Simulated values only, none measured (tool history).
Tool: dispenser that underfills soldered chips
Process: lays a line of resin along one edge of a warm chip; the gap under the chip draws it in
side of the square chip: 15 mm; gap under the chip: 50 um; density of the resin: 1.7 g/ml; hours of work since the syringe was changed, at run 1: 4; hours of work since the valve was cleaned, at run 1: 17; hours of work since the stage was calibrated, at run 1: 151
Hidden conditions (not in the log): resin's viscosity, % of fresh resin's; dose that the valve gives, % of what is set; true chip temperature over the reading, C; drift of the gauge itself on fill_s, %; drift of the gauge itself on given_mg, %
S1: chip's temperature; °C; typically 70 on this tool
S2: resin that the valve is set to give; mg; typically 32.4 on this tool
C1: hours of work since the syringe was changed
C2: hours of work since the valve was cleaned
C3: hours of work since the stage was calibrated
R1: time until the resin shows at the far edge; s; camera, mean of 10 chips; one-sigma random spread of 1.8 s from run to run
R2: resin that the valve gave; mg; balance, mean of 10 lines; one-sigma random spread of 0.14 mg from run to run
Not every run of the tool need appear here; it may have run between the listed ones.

run   hour  S1    S2  C1   C2   C3     R1     R2
  1    0.0  70  32.4   4   17  151  216.4  31.87
       2.2  -- new syringe of resin
  2    5.4  70  32.4   2   20  155  197.5  31.64
      10.1  -- new syringe of resin
  3   10.8  72  32.4   1   24  158  172.4  31.57
      17.9  -- new syringe of resin
  4   18.6  72  32.4   1   30  164  176.3  31.49
  5   22.2  72  32.4   3   33  167  194.9  31.60
      26.0  -- new syringe of resin
  6   29.5  72  32.4   3   38  172  195.1  31.54
      34.0  -- new syringe of resin
  7   36.5  70  32.4   2   43  177  199.7  31.11
  8   40.1  70  32.4   5   46  180  224.1  31.18
      41.6  -- new syringe of resin
  9   47.5  70  32.4   4   51  185  226.1  30.62
      49.3  -- new syringe of resin
 10   53.6  70  32.4   3   56  190  211.0  30.37
      57.0  -- new syringe of resin
 11   58.1  70  32.4   1   59  193  191.2  30.27
 12   64.0  70  32.4   5   63  197  228.0  30.49
      64.9  -- new syringe of resin
 13   69.8  70  32.4   4   67  201  212.9  30.40
      72.6  -- new syringe of resin
 14   75.1  70  32.4   2   71  205  204.2  30.29
      80.5  -- new syringe of resin
 15   82.7  70  32.4   2   77  211  197.2  29.79
      88.5  -- new syringe of resin
 16   89.0  71  32.4   0   81  215  188.4  29.85
 17   92.5  71  32.4   3   84  218  206.0  29.79
      96.2  -- new syringe of resin
 18  100.0  71  32.4   3   89  223  200.9  29.70
     104.1  -- new syringe of resin
 19  106.9  66  29.1   2   94  228  255.3  26.64
     111.7  -- new syringe of resin
 20  111.7  60  32.5   0   98  232  279.5  29.73
 21  116.5  74  28.2   4  101  235  189.4  25.54
     119.5  -- new syringe of resin
 22  121.9  74  28.2   2  105  239  183.1  25.30
 23  125.6  69  31.4   5  108  242  242.8  28.35
     127.3  -- new syringe of resin
 24  130.0  67  42.0   2  111  245  233.7  37.66
     135.4  -- new syringe of resin
 25  136.2  57  29.8   1  116  250  339.6  26.61
 26  141.9  68  31.0   5  120  254  257.3  27.61
     143.2  -- new syringe of resin
 27  149.5  72  35.4   5  125  260  214.8  31.12
     151.4  -- new syringe of resin
 28  154.7  71  41.7   3  129  263  204.3  36.51
     159.0  -- new syringe of resin
 29  160.1  79  31.0   1  133  267  141.8  27.05
     166.9  -- new syringe of resin
 30  167.8  79  31.0   1  139  273  145.0  26.86
 31  174.1  76  38.0   5  143  278  192.8  32.97
     174.9  -- new syringe of resin
     179.3  -- dispensing valve cleaned and set on the balance
 32  181.3  65  30.4   4    1  282  273.1  30.47
     184.1  -- new syringe of resin
 33  185.0  65  30.4   1    4  285  248.1  30.21
 34  191.2  59  35.8   5    9  289  378.2  35.70

Entry by entry between the runs, the difference in hidden state between the last listed run before and the first listed run after:
Logged between run 1 and run 2: new syringe of resin (hour 2.2)
  resin's viscosity, % of fresh resin's: 119.2 -> 108.7; dose that the valve gives, % of what is set: 98.31 -> 97.94; true chip temperature over the reading, C: -1.35 -> -1.37
  the result without the hidden state subtracted from the measured one, R1: +44.6 -> +25.7 s; R2: -0.55 -> -0.67 mg
Logged between run 2 and run 3: new syringe of resin (hour 10.1)
  resin's viscosity, % of fresh resin's: 108.7 -> 102.3; dose that the valve gives, % of what is set: 97.94 -> 97.57; true chip temperature over the reading, C: -1.37 -> -1.4
  the result without the hidden state subtracted from the measured one, R1: +25.7 -> +13.3 s; R2: -0.67 -> -0.79 mg
Logged between run 3 and run 4: new syringe of resin (hour 17.9)
  resin's viscosity, % of fresh resin's: 102.3 -> 102.6; dose that the valve gives, % of what is set: 97.57 -> 97.07; true chip temperature over the reading, C: -1.4 -> -1.45
  the result without the hidden state subtracted from the measured one, R1: +13.3 -> +14.3 s; R2: -0.79 -> -0.95 mg
Logged between run 5 and run 6: new syringe of resin (hour 26.0)
  resin's viscosity, % of fresh resin's: 114.6 -> 113.4; dose that the valve gives, % of what is set: 96.81 -> 96.32; true chip temperature over the reading, C: -1.47 -> -1.51
  the result without the hidden state subtracted from the measured one, R1: +34.8 -> +33.4 s; R2: -1.03 -> -1.20 mg
Logged between run 6 and run 7: new syringe of resin (hour 34.0)
  resin's viscosity, % of fresh resin's: 113.4 -> 107.7; dose that the valve gives, % of what is set: 96.32 -> 95.87; true chip temperature over the reading, C: -1.51 -> -1.55
  the result without the hidden state subtracted from the measured one, R1: +33.4 -> +26.0 s; R2: -1.20 -> -1.34 mg
Logged between run 8 and run 9: new syringe of resin (hour 41.6)
  resin's viscosity, % of fresh resin's: 120.3 -> 120.7; dose that the valve gives, % of what is set: 95.62 -> 95.08; true chip temperature over the reading, C: -1.57 -> -1.62
  the result without the hidden state subtracted from the measured one, R1: +49.9 -> +51.3 s; R2: -1.43 -> -1.59 mg
Logged between run 9 and run 10: new syringe of resin (hour 49.3)
  resin's viscosity, % of fresh resin's: 120.7 -> 111.9; dose that the valve gives, % of what is set: 95.08 -> 94.66; true chip temperature over the reading, C: -1.62 -> -1.65
  the result without the hidden state subtracted from the measured one, R1: +51.3 -> +35.3 s; R2: -1.59 -> -1.71 mg
Logged between run 10 and run 11: new syringe of resin (hour 57.0)
  resin's viscosity, % of fresh resin's: 111.9 -> 102.6; dose that the valve gives, % of what is set: 94.66 -> 94.37; true chip temperature over the reading, C: -1.65 -> -1.68
  the result without the hidden state subtracted from the measured one, R1: +35.3 -> +17.8 s; R2: -1.71 -> -1.81 mg
Logged between run 12 and run 13: new syringe of resin (hour 64.9)
  resin's viscosity, % of fresh resin's: 123 -> 114; dose that the valve gives, % of what is set: 93.97 -> 93.62; true chip temperature over the reading, C: -1.71 -> -1.74
  the result without the hidden state subtracted from the measured one, R1: +55.8 -> +39.7 s; R2: -1.95 -> -2.07 mg
Logged between run 13 and run 14: new syringe of resin (hour 72.6)
  resin's viscosity, % of fresh resin's: 114 -> 108.1; dose that the valve gives, % of what is set: 93.62 -> 93.24; true chip temperature over the reading, C: -1.74 -> -1.77
  the result without the hidden state subtracted from the measured one, R1: +39.7 -> +29.3 s; R2: -2.07 -> -2.20 mg
Logged between run 14 and run 15: new syringe of resin (hour 80.5)
  resin's viscosity, % of fresh resin's: 108.1 -> 106.2; dose that the valve gives, % of what is set: 93.24 -> 92.75; true chip temperature over the reading, C: -1.77 -> -1.82
  the result without the hidden state subtracted from the measured one, R1: +29.3 -> +25.8 s; R2: -2.20 -> -2.33 mg
Logged between run 15 and run 16: new syringe of resin (hour 88.5)
  resin's viscosity, % of fresh resin's: 106.2 -> 101.7; dose that the valve gives, % of what is set: 92.75 -> 92.27; true chip temperature over the reading, C: -1.82 -> -1.85
  the result without the hidden state subtracted from the measured one, R1: +25.8 -> +17.7 s; R2: -2.33 -> -2.50 mg
Logged between run 17 and run 18: new syringe of resin (hour 96.2)
  resin's viscosity, % of fresh resin's: 113.4 -> 110.5; dose that the valve gives, % of what is set: 92.01 -> 91.53; true chip temperature over the reading, C: -1.88 -> -1.92
  the result without the hidden state subtracted from the measured one, R1: +38.7 -> +34.0 s; R2: -2.60 -> -2.74 mg
Logged between run 18 and run 19: new syringe of resin (hour 104.1)
  resin's viscosity, % of fresh resin's: 110.5 -> 110.6; dose that the valve gives, % of what is set: 91.53 -> 91.08; true chip temperature over the reading, C: -1.92 -> -1.96
  the result without the hidden state subtracted from the measured one, R1: +34.0 -> +45.8 s; R2: -2.74 -> -2.60 mg
Logged between run 19 and run 20: new syringe of resin (hour 111.7)
  resin's viscosity, % of fresh resin's: 110.6 -> 98.9; dose that the valve gives, % of what is set: 91.08 -> 90.79; true chip temperature over the reading, C: -1.96 -> -1.99
  the result without the hidden state subtracted from the measured one, R1: +45.8 -> +22.2 s; R2: -2.60 -> -3.01 mg
Logged between run 21 and run 22: new syringe of resin (hour 119.5)
  resin's viscosity, % of fresh resin's: 114.5 -> 108.1; dose that the valve gives, % of what is set: 90.46 -> 90.1; true chip temperature over the reading, C: -2.02 -> -2.05
  the result without the hidden state subtracted from the measured one, R1: +39.7 -> +30.2 s; R2: -2.70 -> -2.78 mg
Logged between run 23 and run 24: new syringe of resin (hour 127.3)
  resin's viscosity, % of fresh resin's: 121.2 -> 108.6; dose that the valve gives, % of what is set: 89.87 -> 89.58; true chip temperature over the reading, C: -2.07 -> -2.09
  the result without the hidden state subtracted from the measured one, R1: +61.0 -> +36.5 s; R2: -3.20 -> -4.38 mg
Logged between run 24 and run 25: new syringe of resin (hour 135.4)
  resin's viscosity, % of fresh resin's: 108.6 -> 103.5; dose that the valve gives, % of what is set: 89.58 -> 89.18; true chip temperature over the reading, C: -2.09 -> -2.13
  the result without the hidden state subtracted from the measured one, R1: +36.5 -> +46.0 s; R2: -4.38 -> -3.24 mg
Logged between run 26 and run 27: new syringe of resin (hour 143.2)
  resin's viscosity, % of fresh resin's: 123.1 -> 122.2; dose that the valve gives, % of what is set: 88.79 -> 88.31; true chip temperature over the reading, C: -2.16 -> -2.21
  the result without the hidden state subtracted from the measured one, R1: +69.0 -> +55.2 s; R2: -3.48 -> -4.14 mg
Logged between run 27 and run 28: new syringe of resin (hour 151.4)
  resin's viscosity, % of fresh resin's: 122.2 -> 111.5; dose that the valve gives, % of what is set: 88.31 -> 87.98; true chip temperature over the reading, C: -2.21 -> -2.24
  the result without the hidden state subtracted from the measured one, R1: +55.2 -> +37.0 s; R2: -4.14 -> -5.00 mg
Logged between run 28 and run 29: new syringe of resin (hour 159.0)
  resin's viscosity, % of fresh resin's: 111.5 -> 103.2; dose that the valve gives, % of what is set: 87.98 -> 87.64; true chip temperature over the reading, C: -2.24 -> -2.27
  the result without the hidden state subtracted from the measured one, R1: +37.0 -> +18.1 s; R2: -5.00 -> -3.81 mg
Logged between run 29 and run 30: new syringe of resin (hour 166.9)
  resin's viscosity, % of fresh resin's: 103.2 -> 105.1; dose that the valve gives, % of what is set: 87.64 -> 87.14; true chip temperature over the reading, C: -2.27 -> -2.31
  the result without the hidden state subtracted from the measured one, R1: +18.1 -> +21.1 s; R2: -3.81 -> -3.97 mg
Logged between run 31 and run 32: new syringe of resin (hour 174.9); dispensing valve cleaned and set on the balance (hour 179.3)
  resin's viscosity, % of fresh resin's: 127.6 -> 116.8; dose that the valve gives, % of what is set: 86.74 -> 99.67; true chip temperature over the reading, C: -2.35 -> -2.38
  the result without the hidden state subtracted from the measured one, R1: +55.8 -> +61.1 s; R2: -5.04 -> -0.10 mg
Logged between run 32 and run 33: new syringe of resin (hour 184.1)
  resin's viscosity, % of fresh resin's: 116.8 -> 104.3; dose that the valve gives, % of what is set: 99.67 -> 99.44; true chip temperature over the reading, C: -2.38 -> -2.4
  the result without the hidden state subtracted from the measured one, R1: +61.1 -> +32.5 s; R2: -0.10 -> -0.17 mg
